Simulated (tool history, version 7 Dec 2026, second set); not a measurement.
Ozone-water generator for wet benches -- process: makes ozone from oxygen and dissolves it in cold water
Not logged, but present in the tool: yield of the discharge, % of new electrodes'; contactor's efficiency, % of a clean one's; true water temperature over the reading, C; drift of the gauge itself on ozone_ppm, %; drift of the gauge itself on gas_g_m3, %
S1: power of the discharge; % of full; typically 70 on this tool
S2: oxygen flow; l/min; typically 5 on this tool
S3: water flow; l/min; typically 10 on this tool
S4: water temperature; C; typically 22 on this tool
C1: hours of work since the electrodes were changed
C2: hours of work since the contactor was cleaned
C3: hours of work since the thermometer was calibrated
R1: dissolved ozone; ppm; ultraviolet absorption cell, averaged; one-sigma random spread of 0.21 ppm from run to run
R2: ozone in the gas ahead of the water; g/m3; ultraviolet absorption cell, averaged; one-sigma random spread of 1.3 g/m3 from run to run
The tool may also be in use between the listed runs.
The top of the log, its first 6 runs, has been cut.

| run | hour | S1 | S2 | S3 | S4 | C1 | C2 | C3 | R1 | R2 |
|---|---|---|---|---|---|---|---|---|---|---|
| 7 | 924.5 | 70 | 5 | 10 | 22 | 4168 | 844 | 209 | 26.5 | 226.1 |
| 8 | 1045.9 | 70 | 5 | 10 | 18 | 4284 | 959 | 324 | 28.6 | 222.9 |
| 9 | 1185.6 | 70 | 5 | 10 | 18 | 4417 | 1093 | 458 | 28.9 | 225.8 |
| 10 | 1314.2 | 70 | 5 | 15 | 22 | 4540 | 1215 | 580 | 19.1 | 226.5 |
| 11 | 1411.2 | 70 | 5 | 15 | 22 | 4632 | 1308 | 673 | 19.1 | 225.6 |
| 12 | 1549.6 | 70 | 5 | 6 | 22 | 4764 | 1440 | 805 | 35.5 | 222.9 |
| 13 | 1655.3 | 70 | 5 | 12 | 22 | 4865 | 1541 | 906 | 22.9 | 222.5 |
| 14 | 1745.2 | 70 | 5 | 12 | 22 | 4951 | 1627 | 992 | 22.6 | 224.3 |
| 15 | 1870.6 | 70 | 5 | 12 | 22 | 5071 | 1747 | 1112 | 22.2 | 222 |
| 16 | 2015.8 | 70 | 5 | 10 | 22 | 5209 | 1885 | 1250 | 25.5 | 221.9 |
| 17 | 2155.3 | 92 | 6.8 | 10 | 22 | 5343 | 2018 | 1383 | 30.5 | 243.4 |
| 18 | 2321.2 | 94 | 5 | 10 | 20 | 5501 | 2177 | 1542 | 33.1 | 279 |
| 19 | 2404.1 | 94 | 5 | 10 | 18 | 5580 | 2256 | 1621 | 34 | 276.6 |
|  | 2434.6 | contactor cleaned |
| 20 | 2555 | 71 | 4.62 | 7 | 22 | 5720 | 115 | 1761 | 33.5 | 228.6 |
| 21 | 2737.8 | 47 | 5 | 10 | 22 | 5895 | 289 | 1935 | 18.9 | 160.3 |
|  | 2773.4 | electrodes of the discharge changed |
| 22 | 2859.5 | 47 | 5 | 10 | 20 | 82 | 400 | 2046 | 21.4 | 173 |
| 23 | 3042.8 | 47 | 5 | 10 | 20 | 257 | 575 | 2221 | 21.2 | 174.1 |
| 24 | 3140.5 | 47 | 5 | 10 | 20 | 350 | 668 | 2314 | 21.4 | 171.3 |
| 25 | 3323.8 | 72 | 5 | 10 | 15 | 525 | 843 | 2489 | 34.4 | 250.4 |
| 26 | 3468.8 | 53 | 5 | 10 | 15 | 664 | 981 | 2627 | 25.8 | 189.3 |
| 27 | 3571.4 | 53 | 5 | 10 | 15 | 762 | 1079 | 2725 | 25.5 | 189.4 |
| 28 | 3694.3 | 47 | 7.53 | 10 | 22 | 879 | 1197 | 2843 | 19.1 | 143 |
| 29 | 3789.8 | 49 | 3.63 | 10 | 22 | 970 | 1288 | 2934 | 20.8 | 201.8 |
| 30 | 3976.1 | 49 | 3.63 | 10 | 22 | 1148 | 1465 | 3111 | 20.7 | 202.2 |
| 31 | 4103.5 | 70 | 5.31 | 10 | 22 | 1269 | 1587 | 3233 | 27.6 | 236.2 |

Run 32, settings as shown, results not yet in. Your forecast:
| 32 | 4220.3 | 55 | 6.32 | 11 | 21 | 1381 | 1699 | 3345 | ? | ? |

R1: 21 ppm
R2: 174.8 g/m3
Had the tool carried no hidden state, the very same run would have given R1 22.7 ppm, R2 180 g/m3.
